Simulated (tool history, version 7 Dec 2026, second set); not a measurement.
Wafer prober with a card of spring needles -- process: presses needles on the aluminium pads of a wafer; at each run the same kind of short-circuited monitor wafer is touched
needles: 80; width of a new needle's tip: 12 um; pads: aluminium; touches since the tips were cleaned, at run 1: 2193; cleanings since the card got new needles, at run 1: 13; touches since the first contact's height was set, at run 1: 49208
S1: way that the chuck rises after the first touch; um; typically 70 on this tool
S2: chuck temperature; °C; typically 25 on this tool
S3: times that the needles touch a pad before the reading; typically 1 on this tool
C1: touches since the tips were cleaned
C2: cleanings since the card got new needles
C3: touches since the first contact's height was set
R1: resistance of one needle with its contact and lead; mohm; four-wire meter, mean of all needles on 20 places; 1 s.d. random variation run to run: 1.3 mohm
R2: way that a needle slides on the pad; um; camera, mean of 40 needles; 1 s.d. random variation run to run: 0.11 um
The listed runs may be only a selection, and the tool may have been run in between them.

Run 1, hour 0: usual settings; C1 2193; C2 13; C3 49208. Result: R1 122 mohm, R2 19.1 um.
At hour 2.7: tips cleaned on abrasive film.
At hour 10.2: tips cleaned on abrasive film.
At hour 16.5: tips cleaned on abrasive film.
Run 2, hour 16.5: usual settings; C1 0; C2 16; C3 57714. Result: R1 103 mohm, R2 18.88 um.
At hour 23.7: tips cleaned on abrasive film.
Run 3, hour 28.5: usual settings; C1 2532; C2 17; C3 63947. Result: R1 126 mohm, R2 18.78 um.
At hour 31.1: tips cleaned on abrasive film.
At hour 37.2: tips cleaned on abrasive film.
At hour 44: tips cleaned on abrasive film.
At hour 50.2: tips cleaned on abrasive film.
Run 4, hour 50.2: usual settings but S3 2; C1 0; C2 21; C3 75103. Result: R1 103 mohm, R2 18.81 um.
At hour 57.2: tips cleaned on abrasive film.
At hour 64.3: tips cleaned on abrasive film.
Run 5, hour 64.8: usual settings but S3 2; C1 233; C2 23; C3 82605. Result: R1 104 mohm, R2 18.66 um.
At hour 71.5: tips cleaned on abrasive film.
Run 6, hour 74.8: usual settings but S3 2; C1 1737; C2 24; C3 87818. Result: R1 112 mohm, R2 18.64 um.
At hour 77.6: tips cleaned on abrasive film.
At hour 84.3: tips cleaned on abrasive film.
At hour 91.9: tips cleaned on abrasive film.
Run 7, hour 94.2: usual settings but S3 2; C1 1232; C2 27; C3 97822. Result: R1 109 mohm, R2 18.65 um.
At hour 98.6: tips cleaned on abrasive film.
At hour 103.6: height of the first contact set anew.
At hour 105.2: tips cleaned on abrasive film.
At hour 112.1: tips cleaned on abrasive film.
Run 8, hour 117: usual settings but S3 2; C1 2573; C2 30; C3 6961. Result: R1 113 mohm, R2 19.37 um.
At hour 118.2: tips cleaned on abrasive film.
At hour 125.5: tips cleaned on abrasive film.
At hour 131.9: tips cleaned on abrasive film.
Run 9, hour 131.9: usual settings but S3 2; C1 0; C2 33; C3 14601. Result: R1 102 mohm, R2 19.32 um.
At hour 139.1: tips cleaned on abrasive film.
Run 10, hour 144.4: usual settings but S3 2; C1 2738; C2 34; C3 21051. Result: R1 114 mohm, R2 19.29 um.
At hour 145.9: tips cleaned on abrasive film.
At hour 153: tips cleaned on abrasive film.
At hour 159.4: tips cleaned on abrasive film.
Run 11, hour 163.6: usual settings; C1 2198; C2 37; C3 30958. Result: R1 123 mohm, R2 19.08 um.
At hour 166.7: tips cleaned on abrasive film.
At hour 173.8: tips cleaned on abrasive film.
At hour 180.7: tips cleaned on abrasive film.
Run 12, hour 186.7: usual settings; C1 3107; C2 40; C3 42894. Result: R1 130 mohm, R2 19 um.
At hour 188.2: tips cleaned on abrasive film.
At hour 195.5: tips cleaned on abrasive film.
At hour 203.1: tips cleaned on abrasive film.
Run 13, hour 208.3: usual settings but S2 28 °C; C1 2749; C2 43; C3 54084. Result: R1 125 mohm, R2 18.79 um.
At hour 209.9: tips cleaned on abrasive film.
At hour 216.7: tips cleaned on abrasive film.
Run 14, hour 222.5: usual settings but S1 67 um; C1 3052; C2 45; C3 61425. Result: R1 134 mohm, R2 18.04 um.
At hour 224.1: tips cleaned on abrasive film.
At hour 231.2: tips cleaned on abrasive film.
Run 15, hour 233.9: usual settings but S1 84 um; C1 1436; C2 47; C3 67275. Result: R1 119 mohm, R2 22.69 um.
At hour 238: tips cleaned on abrasive film.
At hour 245: tips cleaned on abrasive film.
At hour 251.6: tips cleaned on abrasive film.
Run 16, hour 253.2: usual settings but S1 60 um, S2 82 °C, S3 2; C1 839; C2 50; C3 77230. Result: R1 119 mohm, R2 15.91 um.
At hour 258.5: tips cleaned on abrasive film.
At hour 264.7: tips cleaned on abrasive film.
Run 17, hour 264.7: usual settings but S1 69 um, S2 28 °C, S3 2; C1 0; C2 52; C3 83168. Result: R1 103 mohm, R2 18.39 um.
At hour 271.3: tips cleaned on abrasive film.
At hour 278.2: tips cleaned on abrasive film.
At hour 285.5: tips cleaned on abrasive film.
Run 18, hour 288.3: usual settings but S1 54 um, S2 37 °C; C1 1433; C2 55; C3 95338. Result: R1 133 mohm, R2 13.98 um.
At hour 292.4: tips cleaned on abrasive film.
At hour 300: tips cleaned on abrasive film.
At hour 302.7: height of the first contact set anew.
Run 19, hour 304.9: usual settings but S1 54 um, S2 37 °C; C1 2429; C2 57; C3 1162. Result: R1 138 mohm, R2 14.99 um.
At hour 306.5: tips cleaned on abrasive film.
At hour 313.5: tips cleaned on abrasive film.
Run 20, hour 317.4: usual settings but S1 90 um, S2 80 °C; C1 2075; C2 59; C3 7624. Result: R1 122 mohm, R2 24.74 um.
At hour 320: tips cleaned on abrasive film.
At hour 327.4: tips cleaned on abrasive film.
At hour 333.5: tips cleaned on abrasive film.
Run 21, hour 333.5: usual settings but S1 90 um, S2 80 °C; C1 0; C2 62; C3 15893. Result: R1 110 mohm, R2 24.86 um.
At hour 340.1: tips cleaned on abrasive film.
At hour 347.2: tips cleaned on abrasive film.
Run 22, hour 350.3: usual settings but S1 90 um, S2 80 °C; C1 1593; C2 64; C3 24557. Result: R1 117 mohm, R2 24.73 um.
At hour 354.3: tips cleaned on abrasive film.
At hour 360.8: tips cleaned on abrasive film.
Run 23, hour 365.9: usual settings but S1 90 um, S2 80 °C; C1 2678; C2 66; C3 32645. Result: R1 124 mohm, R2 24.63 um.
At hour 367.5: tips cleaned on abrasive film.
At hour 373.8: tips cleaned on abrasive film.
At hour 380.7: tips cleaned on abrasive film.
Run 24, hour 382.1: usual settings but S1 90 um, S2 80 °C; C1 759; C2 69; C3 40985. Result: R1 111 mohm, R2 24.55 um.
At hour 387.9: tips cleaned on abrasive film.
At hour 394.1: tips cleaned on abrasive film.
Run 25, hour 394.7: usual settings but S1 66 um, S2 39 °C; C1 346; C2 71; C3 47489. Result: R1 109 mohm, R2 17.91 um.
At hour 400.2: tips cleaned on abrasive film.
Run 26, hour 405: usual settings but S1 69 um, S2 63 °C; C1 2541; C2 72; C3 52827. Result: R1 134 mohm, R2 18.63 um.
At hour 406.6: tips cleaned on abrasive film.
At hour 413.7: tips cleaned on abrasive film.
At hour 420.9: tips cleaned on abrasive film.
Run 27, hour 426.6: usual settings but S1 72 um, S2 75 °C, S3 2; C1 2981; C2 75; C3 63946. Result: R1 123 mohm, R2 19.48 um.
At hour 428.1: tips cleaned on abrasive film.
At hour 435.7: tips cleaned on abrasive film.
At hour 442.9: tips cleaned on abrasive film.
At hour 449.1: tips cleaned on abrasive film.
Run 28, hour 449.1: usual settings but S1 52 um; C1 0; C2 79; C3 75518. Result: R1 109 mohm, R2 13.69 um.
At hour 455.1: tips cleaned on abrasive film.
At hour 462.2: tips cleaned on abrasive film.
At hour 468.3: tips cleaned on abrasive film.
Run 29, hour 469.3: usual settings but S1 52 um; C1 519; C2 82; C3 85972. Result: R1 119 mohm, R2 13.68 um.
At hour 475.4: tips cleaned on abrasive film.
At hour 482.7: tips cleaned on abrasive film.
Run 30, hour 487.9: usual settings but S1 52 um; C1 2712; C2 84; C3 95578. Result: R1 153 mohm, R2 13.61 um.

Predict each of these 3 candidate next runs independently; none follows another, all start after run 30:
At hour 489.4: tips cleaned on abrasive film.
At hour 496.8: tips cleaned on abrasive film.
At hour 501.6: height of the first contact set anew.
At hour 503.9: tips cleaned on abrasive film.
Run A, hour 503.9: usual settings but S1 88 um, S2 26 °C, S3 2; C1 0; C2 87; C3 1158. Result: R1 ?, R2 ?.
At hour 489.4: tips cleaned on abrasive film.
At hour 496.8: tips cleaned on abrasive film.
At hour 501.6: height of the first contact set anew.
At hour 503.9: tips cleaned on abrasive film.
Run B, hour 503.9: usual settings but S1 52 um, S3 3; C1 0; C2 87; C3 1158. Result: R1 ?, R2 ?.
At hour 489.4: tips cleaned on abrasive film.
At hour 496.8: tips cleaned on abrasive film.
At hour 501.6: height of the first contact set anew.
At hour 503.9: tips cleaned on abrasive film.
Run C, hour 503.9: usual settings but S1 77 um, S2 36 °C, S3 2; C1 0; C2 87; C3 1158. Result: R1 ?, R2 ?.

run   R1     R2
  A  102  24.44
  B  106  14.56
  C  102  21.46
Had the tool no hidden state, the same runs would have come out as:
run   R1     R2
  A  101  24.47
  B  104  14.59
  C  101  21.49
